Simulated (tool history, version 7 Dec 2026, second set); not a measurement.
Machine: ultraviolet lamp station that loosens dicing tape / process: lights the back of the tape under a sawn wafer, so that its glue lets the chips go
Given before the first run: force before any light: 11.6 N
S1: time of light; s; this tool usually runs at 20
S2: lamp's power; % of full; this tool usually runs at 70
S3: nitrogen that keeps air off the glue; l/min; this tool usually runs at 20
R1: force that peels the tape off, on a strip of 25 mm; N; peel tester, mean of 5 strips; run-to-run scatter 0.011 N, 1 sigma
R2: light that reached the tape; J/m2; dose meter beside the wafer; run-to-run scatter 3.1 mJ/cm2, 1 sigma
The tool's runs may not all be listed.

{"run": 1, "hour": 0.0, "S1": 20, "S2": 70, "S3": 20, "R1": 1.158, "R2": 3180}
{"run": 2, "hour": 38.8, "S1": 20, "S2": 70, "S3": 20, "R1": 1.161, "R2": 3140}
{"run": 3, "hour": 96.2, "S1": 20, "S2": 70, "S3": 20, "R1": 1.247, "R2": 3100}
{"run": 4, "hour": 147.2, "S1": 20, "S2": 70, "S3": 20, "R1": 1.29, "R2": 3020}
{"run": 5, "hour": 202.2, "S1": 20, "S2": 70, "S3": 20, "R1": 1.296, "R2": 2960}
{"hour": 228.7, "done": "window cleaned of glue's vapour"}
{"run": 6, "hour": 246.0, "S1": 20, "S2": 70, "S3": 22, "R1": 1.441, "R2": 2770}
{"run": 7, "hour": 293.6, "S1": 20, "S2": 99, "S3": 22, "R1": 0.716, "R2": 3850}
{"run": 8, "hour": 349.3, "S1": 20, "S2": 99, "S3": 22, "R1": 0.798, "R2": 3750}
{"run": 9, "hour": 399.5, "S1": 20, "S2": 99, "S3": 22, "R1": 0.792, "R2": 3680}
{"run": 10, "hour": 444.6, "S1": 20, "S2": 99, "S3": 24, "R1": 0.742, "R2": 3670}
{"run": 11, "hour": 469.5, "S1": 38, "S2": 99, "S3": 24, "R1": 0.273, "R2": 6850}
{"run": 12, "hour": 524.0, "S1": 38, "S2": 99, "S3": 24, "R1": 0.284, "R2": 6650}
{"hour": 558.8, "done": "window cleaned of glue's vapour, once more"}
{"run": 13, "hour": 571.6, "S1": 38, "S2": 99, "S3": 24, "R1": 0.259, "R2": 8110}
{"run": 14, "hour": 606.7, "S1": 20, "S2": 92, "S3": 20, "R1": 0.745, "R2": 3930}
{"run": 15, "hour": 631.9, "S1": 23, "S2": 92, "S3": 20, "R1": 0.573, "R2": 4490}
{"run": 16, "hour": 683.1, "S1": 23, "S2": 92, "S3": 20, "R1": 0.586, "R2": 4360}
{"hour": 693.7, "done": "lamp changed"}
{"run": 17, "hour": 733.6, "S1": 23, "S2": 92, "S3": 20, "R1": 0.301, "R2": 6720}
{"run": 18, "hour": 772.7, "S1": 20, "S2": 70, "S3": 16, "R1": 0.658, "R2": 4390}
{"run": 19, "hour": 818.3, "S1": 20, "S2": 70, "S3": 16, "R1": 0.68, "R2": 4370}
{"run": 20, "hour": 842.3, "S1": 20, "S2": 65, "S3": 20, "R1": 0.705, "R2": 4070}
{"run": 21, "hour": 897.6, "S1": 20, "S2": 65, "S3": 20, "R1": 0.729, "R2": 3940}
{"run": 22, "hour": 922.3, "S1": 20, "S2": 65, "S3": 20, "R1": 0.728, "R2": 3910}
{"run": 23, "hour": 975.0, "S1": 20, "S2": 65, "S3": 20, "R1": 0.776, "R2": 3850}
{"run": 24, "hour": 1021.9, "S1": 10, "S2": 78, "S3": 20, "R1": 2.129, "R2": 2290}
{"run": 25, "hour": 1068.8, "S1": 14, "S2": 78, "S3": 24, "R1": 1.059, "R2": 3200}
{"run": 26, "hour": 1118.3, "S1": 18, "S2": 68, "S3": 19, "R1": 0.973, "R2": 3510}
{"run": 27, "hour": 1162.7, "S1": 16, "S2": 70, "S3": 12, "R1": 1.636, "R2": 3130}
{"run": 28, "hour": 1194.9, "S1": 36, "S2": 72, "S3": 20, "R1": 0.285, "R2": 7260}
{"run": 29, "hour": 1222.7, "S1": 36, "S2": 72, "S3": 20, "R1": 0.295, "R2": 7120}

For run 30, what comes out?
{"run": 30, "hour": 1258.7, "S1": 21, "S2": 96, "S3": 20, "R1": "?", "R2": "?"}

For run 30 the tool returned R1 0.387 N, R2 5500 J/m2.
Without the tool's hidden state the same run would have given R1 0.293 N, R2 6770 J/m2.

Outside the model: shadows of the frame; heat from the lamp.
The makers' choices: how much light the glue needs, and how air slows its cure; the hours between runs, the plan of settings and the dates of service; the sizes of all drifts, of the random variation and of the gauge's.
